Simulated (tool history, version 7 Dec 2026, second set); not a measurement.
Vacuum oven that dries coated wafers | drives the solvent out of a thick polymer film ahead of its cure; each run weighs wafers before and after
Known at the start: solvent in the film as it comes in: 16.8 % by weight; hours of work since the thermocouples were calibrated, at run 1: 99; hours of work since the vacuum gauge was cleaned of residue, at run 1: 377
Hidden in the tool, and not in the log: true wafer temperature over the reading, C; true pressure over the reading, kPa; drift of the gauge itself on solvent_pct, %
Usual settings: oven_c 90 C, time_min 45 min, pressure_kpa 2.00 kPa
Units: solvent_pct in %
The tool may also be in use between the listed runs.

run,day,oven_c,time_min,pressure_kpa,hours of work since the thermocouples were calibrated,hours of work since the vacuum gauge was cleaned of residue,solvent_pct
1,0.000,90,45,2.00,99,377,1.23
2,0.288,90,45,2.00,103,382,1.22
3,0.704,90,45,2.00,110,389,1.24
4,1.046,90,45,2.00,116,395,1.21
5,1.571,90,45,2.00,125,403,1.25
6,1.938,90,45,2.00,131,410,1.23
7,2.467,90,45,2.00,140,418,1.22
8,2.838,90,45,2.00,146,425,1.28
9,3.321,90,45,2.00,154,433,1.27
10,3.808,101,45,2.00,162,441,0.43
11,4.288,76,45,3.97,170,449,5.11
12,4.717,99,24,2.85,177,456,1.60
13,5.233,88,24,1.74,186,465,3.78
14,5.600,88,24,1.74,192,471,3.81
15,6.017,102,53,5.17,199,478,0.91
16,6.458,90,27,2.00,207,485,2.79
17,6.904,90,31,2.00,214,493,2.32
18,7.358,99,26,1.05,222,500,1.07

Forecast run 19:
19,7.792,99,26,1.05,229,508,?

Run 19 gave solvent_pct 1.10 %.
Without the tool's hidden state the same run would have given solvent_pct 1.11 %.
